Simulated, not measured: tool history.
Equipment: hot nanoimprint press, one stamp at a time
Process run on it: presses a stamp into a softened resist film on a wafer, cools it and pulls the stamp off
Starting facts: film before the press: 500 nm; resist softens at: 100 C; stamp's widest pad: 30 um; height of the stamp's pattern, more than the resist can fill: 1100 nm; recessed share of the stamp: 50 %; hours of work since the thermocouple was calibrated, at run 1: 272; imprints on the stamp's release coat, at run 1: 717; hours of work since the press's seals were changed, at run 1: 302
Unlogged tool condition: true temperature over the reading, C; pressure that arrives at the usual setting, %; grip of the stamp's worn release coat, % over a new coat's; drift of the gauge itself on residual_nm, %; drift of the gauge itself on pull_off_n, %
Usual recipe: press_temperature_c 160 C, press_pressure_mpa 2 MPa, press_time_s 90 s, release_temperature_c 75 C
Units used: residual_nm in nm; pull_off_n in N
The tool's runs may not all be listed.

run	hour	press_temperature_c	press_pressure_mpa	press_time_s	release_temperature_c	hours of work since the thermocouple was calibrated	imprints on the stamp's release coat	hours of work since the press's seals were changed	residual_nm	pull_off_n
1	0	160	2	90	75	272	717	302	196.3	149
2	14.3	160	2	90	75	279	767	310	197.3	151
3	38.6	160	2	90	75	292	851	322	197	154
4	57.5	160	2	90	75	301	917	332	197	154
5	72.6	160	2	56	75	309	969	340	237.1	151
6	99	160	2	90	75	323	1061	354	196.8	151
7	121.5	160	2	90	75	335	1139	365	197.9	151
# hour 131.2: stamp cleaned and given a new release coat
8	157.6	160	2	90	75	350	92	381	196.5	154
9	181.5	160	2	139	75	363	175	394	164.2	147
10	201.6	160	2	116	75	373	245	404	178	151
11	230.3	160	1.44	116	75	388	345	419	206.2	148
12	244.4	160	1.44	116	75	396	394	426	204.8	151
# hour 266: plate thermocouple calibrated
13	266.8	160	1.44	116	75	0	461	436	206.4	145
14	284.4	160	1.44	116	75	10	522	446	206	155
15	315.5	160	2.09	116	75	26	630	462	173.7	150
16	345	165	1.29	152	60	41	733	477	137.5	209
17	367	156	2.32	152	60	53	810	489	195.8	199
18	389.7	160	1.32	87	82	64	889	500	240.5	121
19	404.7	160	2.41	66	78	72	940	508	206.3	136
20	419.8	160	1.91	66	78	80	993	516	227.3	139
21	448.9	166	1.37	90	75	95	1094	531	159.5	151
# hour 470.8: stamp cleaned and given a new release coat
22	478.7	160	2.58	90	77	108	28	544	175.3	137
23	492.3	160	2.58	90	77	115	75	551	176.3	134
24	514.8	160	2.58	90	77	126	154	562	175.2	141
25	528.3	160	2	85	75	133	200	569	202.4	146
26	545.2	160	1.36	136	79	142	259	578	198.6	136
27	565.7	167	1.36	134	79	153	330	589	124.4	131
28	593.3	167	1.36	134	79	167	426	603	124.2	135
29	620.1	158	1.94	90	75	181	519	617	228.1	149
30	633.7	158	2	90	65	188	567	624	224.5	191

Describe how what the log doesn't record of the tool's condition differs between the last listed run preceding each entry between runs and the first listed run following it.
In the gap between runs 7 and 8: stamp cleaned and given a new release coat (hour 131.2)
  pressure that arrives at the usual setting, %: 99.91 -> 99.9; grip of the stamp's worn release coat, % over a new coat's: 1.5 -> 0.1
In the gap between runs 12 and 13: plate thermocouple calibrated (hour 266)
  true temperature over the reading, C: 0.05 -> 0; grip of the stamp's worn release coat, % over a new coat's: 0.5 -> 0.6
In the gap between runs 21 and 22: stamp cleaned and given a new release coat (hour 470.8)
  pressure that arrives at the usual setting, %: 99.86 -> 99.85; grip of the stamp's worn release coat, % over a new coat's: 1.5 -> 0
